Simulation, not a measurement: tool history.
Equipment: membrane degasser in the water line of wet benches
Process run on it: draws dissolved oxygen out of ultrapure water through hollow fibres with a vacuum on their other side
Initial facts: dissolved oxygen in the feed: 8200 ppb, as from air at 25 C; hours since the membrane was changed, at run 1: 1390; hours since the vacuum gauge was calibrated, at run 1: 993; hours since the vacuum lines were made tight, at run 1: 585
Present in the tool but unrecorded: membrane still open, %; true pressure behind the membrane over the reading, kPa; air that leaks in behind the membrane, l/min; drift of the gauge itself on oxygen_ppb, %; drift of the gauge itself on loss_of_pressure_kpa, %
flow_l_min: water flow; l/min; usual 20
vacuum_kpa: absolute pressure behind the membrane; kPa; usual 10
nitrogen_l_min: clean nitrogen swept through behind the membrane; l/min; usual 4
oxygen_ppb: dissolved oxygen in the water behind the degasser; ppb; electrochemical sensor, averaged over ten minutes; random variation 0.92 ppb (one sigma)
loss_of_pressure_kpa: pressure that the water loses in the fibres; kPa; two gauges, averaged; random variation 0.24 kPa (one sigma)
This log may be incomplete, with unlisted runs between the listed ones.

run	hour	flow_l_min	vacuum_kpa	nitrogen_l_min	hours since the membrane was changed	hours since the vacuum gauge was calibrated	hours since the vacuum lines were made tight	oxygen_ppb	loss_of_pressure_kpa
1	0	20	10	4	1390	993	585	87.3	60.75
2	112.2	20	15.1	4	1502	1105	698	148.9	61.25
3	330.9	20	10	4	1721	1324	916	86.7	60.96
4	581.1	20	10	4	1971	1574	1166	86.8	60.84
5	728.5	20	7.5	4	2118	1721	1314	57	61.36
6	887.5	20	7.5	4	2277	1880	1473	56.7	61.55
7	1063.4	20	10	4	2453	2056	1649	87.7	61.49
8	1283.7	20	10	4	2674	2276	1869	84.7	61.64
9	1421.1	20	10	4	2811	2414	2006	85.8	61.6
10	1527.3	17	10	4.56	2917	2520	2113	64.4	52.62
11	1740.5	17	10	4.56	3130	2733	2326	63.7	52.65
12	1986.4	30	16.4	2.1	3376	2979	2572	430.1	92.34
13	2239	30	16.4	2.1	3629	3232	2824	421.7	92.55
14	2379.6	26	23.5	7.94	3769	3372	2965	169.4	80.51
15	2539.8	26	23.5	7.94	3930	3533	3125	170.9	80.54
16	2719.7	20	20.1	4	4110	3712	3305	206.2	61.95

Consider 3 possible next runs. They are alternatives, not a sequence: every one starts from the tool as it was left by run 16. What does each give?
A	2955	20	10	4	4345	3948	3540	?	?
B	2955	30	6.9	1.74	4345	3948	3540	?	?
C	2955	28	9	5.08	4345	3948	3540	?	?

run	oxygen_ppb	loss_of_pressure_kpa
A	86.2	61.82
B	153.9	92.99
C	87.2	86.7
The same runs, with their run-to-run variation unchanged, on a tool lacking any hidden condition would have given:
run	oxygen_ppb	loss_of_pressure_kpa
A	86.2	61.08
B	153.7	91.87
C	87.2	85.65
